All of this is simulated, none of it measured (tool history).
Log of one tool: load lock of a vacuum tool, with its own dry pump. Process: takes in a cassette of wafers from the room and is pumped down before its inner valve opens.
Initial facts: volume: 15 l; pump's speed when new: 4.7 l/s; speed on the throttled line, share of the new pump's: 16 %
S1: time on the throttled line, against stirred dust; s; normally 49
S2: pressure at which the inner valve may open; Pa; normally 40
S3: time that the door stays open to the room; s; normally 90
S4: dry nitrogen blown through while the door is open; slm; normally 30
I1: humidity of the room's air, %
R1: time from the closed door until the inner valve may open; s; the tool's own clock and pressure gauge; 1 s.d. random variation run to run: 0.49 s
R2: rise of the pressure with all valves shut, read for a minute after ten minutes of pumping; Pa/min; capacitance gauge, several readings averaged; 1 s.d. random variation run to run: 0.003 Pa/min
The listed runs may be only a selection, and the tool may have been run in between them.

| run | hour | S1 | S2 | S3 | S4 | I1 | R1 | R2 |
|---|---|---|---|---|---|---|---|---|
| 1 | 0 | 49 | 40 | 90 | 30 | 43.2 | 69.4 | 0.171 |
| 2 | 148.4 | 49 | 40 | 90 | 30 | 43.7 | 69.6 | 0.167 |
| 3 | 302.4 | 59 | 40 | 90 | 30 | 43.2 | 78 | 0.176 |
| 4 | 450.8 | 35 | 40 | 90 | 30 | 43.5 | 57.6 | 0.185 |
| 5 | 580.7 | 35 | 40 | 90 | 30 | 46.2 | 58.5 | 0.193 |
| 6 | 730.6 | 35 | 40 | 90 | 30 | 45.3 | 58.2 | 0.198 |
| 7 | 808.5 | 35 | 40 | 90 | 30 | 43.3 | 57.3 | 0.198 |
| 8 | 903.3 | 35 | 40 | 90 | 30 | 44.4 | 58 | 0.206 |
| 9 | 1037.8 | 49 | 40 | 90 | 30 | 44.3 | 68.9 | 0.207 |
| 10 | 1171 | 49 | 40 | 90 | 30 | 45.8 | 69.6 | 0.216 |
| 11 | 1286.3 | 49 | 40 | 51 | 30 | 45 | 69.3 | 0.216 |
| 12 | 1443.3 | 49 | 40 | 51 | 30 | 43 | 69.9 | 0.215 |
| 13 | 1550.8 | 49 | 40 | 51 | 30 | 38.8 | 69.2 | 0.225 |
| 14 | 1694.6 | 49 | 40 | 51 | 30 | 46.1 | 70.2 | 0.231 |
| 15 | 1799.6 | 49 | 40 | 179 | 30 | 47.1 | 70.6 | 0.251 |
| 16 | 1926.1 | 49 | 40 | 179 | 30 | 44.4 | 69.5 | 0.254 |
| 17 | 2005.9 | 49 | 40 | 179 | 30 | 42.5 | 69.3 | 0.254 |
| 18 | 2163.8 | 59 | 40 | 90 | 30 | 46.6 | 78 | 0.257 |
| 19 | 2280.6 | 37 | 40 | 90 | 30 | 44 | 59.7 | 0.255 |
| 20 | 2346.5 | 37 | 40 | 90 | 30 | 44.5 | 59.9 | 0.257 |
| 21 | 2432.5 | 37 | 31 | 178 | 30 | 47.3 | 60.6 | 0.27 |
| 22 | 2571.3 | 37 | 31 | 178 | 30 | 46.3 | 61.5 | 0.278 |
| 23 | 2680.5 | 59 | 34 | 190 | 4 | 46 | 78.2 | 0.31 |
| 24 | 2803.5 | 59 | 34 | 206 | 6 | 43.2 | 77.6 | 0.308 |
| 25 | 2937.3 | 59 | 34 | 206 | 6 | 47.1 | 79.4 | 0.328 |
| 26 | 3005.2 | 85 | 40 | 88 | 30 | 44 | 99.3 | 0.283 |
| 27 | 3156.1 | 85 | 40 | 88 | 30 | 41.6 | 99.2 | 0.286 |
| 28 | 3260.1 | 85 | 40 | 88 | 30 | 46.2 | 98.4 | 0.301 |
| 29 | 3408.7 | 56 | 79 | 88 | 30 | 50.4 | 72.8 | 0.309 |
| 30 | 3545.3 | 39 | 43 | 153 | 18 | 45 | 61.9 | 0.324 |
| 31 | 3664.7 | 39 | 43 | 153 | 18 | 44.1 | 62 | 0.327 |
| 32 | 3784.7 | 49 | 40 | 27 | 21 | 45.4 | 69.6 | 0.315 |
| 33 | 3933.1 | 75 | 63 | 97 | 14 | 45.3 | 90.5 | 0.339 |
| 34 | 4085.6 | 35 | 40 | 99 | 4 | 48.4 | 59 | 0.363 |
| 35 | 4152.5 | 35 | 40 | 99 | 4 | 44.9 | 58.8 | 0.363 |
| 36 | 4246 | 68 | 40 | 90 | 30 | 47 | 85.3 | 0.331 |
| 37 | 4368 | 49 | 40 | 71 | 15 | 44.7 | 70.8 | 0.361 |

Each row is a separate what-if for the run after 37, all from the same tool condition, not one after another. Results?
| A | 4522.5 | 49 | 66 | 35 | 30 | 45 | ? | ? |
| B | 4522.5 | 49 | 73 | 71 | 15 | 46.6 | ? | ? |
| C | 4522.5 | 37 | 40 | 213 | 15 | 42.7 | ? | ? |

| run | R1 | R2 |
|---|---|---|
| A | 68.2 | 0.34 |
| B | 67.3 | 0.357 |
| C | 60.2 | 0.371 |
With no hidden state in the tool, these same runs would have given:
| run | R1 | R2 |
|---|---|---|
| A | 65 | 0.021 |
| B | 64.2 | 0.037 |
| C | 56.3 | 0.052 |
